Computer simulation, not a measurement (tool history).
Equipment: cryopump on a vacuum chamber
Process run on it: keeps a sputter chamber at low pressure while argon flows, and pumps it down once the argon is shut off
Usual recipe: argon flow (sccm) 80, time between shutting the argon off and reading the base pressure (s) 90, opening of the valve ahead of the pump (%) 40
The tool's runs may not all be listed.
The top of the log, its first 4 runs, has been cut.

run	hour	argon flow (sccm)	time between shutting the argon off and reading the base pressure (s)	opening of the valve ahead of the pump (%)	pressure while argon flows (Pa)	pressure after the wait (uPa)
5	306.9	48	90	40	0.1461	0.96
6	367.6	139	90	40	0.4265	1.01
7	436.3	139	90	40	0.4294	0.95
8	510.3	43	90	40	0.1330	1.05
9	556.2	43	90	40	0.1342	1.04
# hour 579.5: pump warmed up, emptied and cooled again
10	607.2	43	90	40	0.1226	0.95
11	683.1	43	90	40	0.1220	1.00
12	754.0	43	90	40	0.1244	1.00
13	846.9	43	90	40	0.1264	1.04
14	894.7	43	90	40	0.1263	1.01
15	938.2	80	90	40	0.2385	1.03
16	1029.0	32	90	40	0.0956	1.06
17	1101.6	89	71	58	0.1902	1.22
18	1145.6	80	125	31	0.3064	0.89
19	1222.1	85	101	40	0.2593	1.05
20	1268.8	85	101	40	0.2608	1.11
21	1327.6	115	77	52	0.2817	1.21
22	1398.3	115	218	52	0.2862	0.84
# hour 1461.1: pump warmed up, emptied and cooled again
23	1482.4	115	218	52	0.2525	0.74
24	1559.1	92	29	43	0.2449	2.04

Run 25 comes next. What will it give?
25	1596.9	61	90	17	?	?

pressure while argon flows (Pa): 0.4079
pressure after the wait (uPa): 1.01
Without the tool's hidden state the same run would have given pressure while argon flows (Pa) 0.4036, pressure after the wait (uPa) 0.68.

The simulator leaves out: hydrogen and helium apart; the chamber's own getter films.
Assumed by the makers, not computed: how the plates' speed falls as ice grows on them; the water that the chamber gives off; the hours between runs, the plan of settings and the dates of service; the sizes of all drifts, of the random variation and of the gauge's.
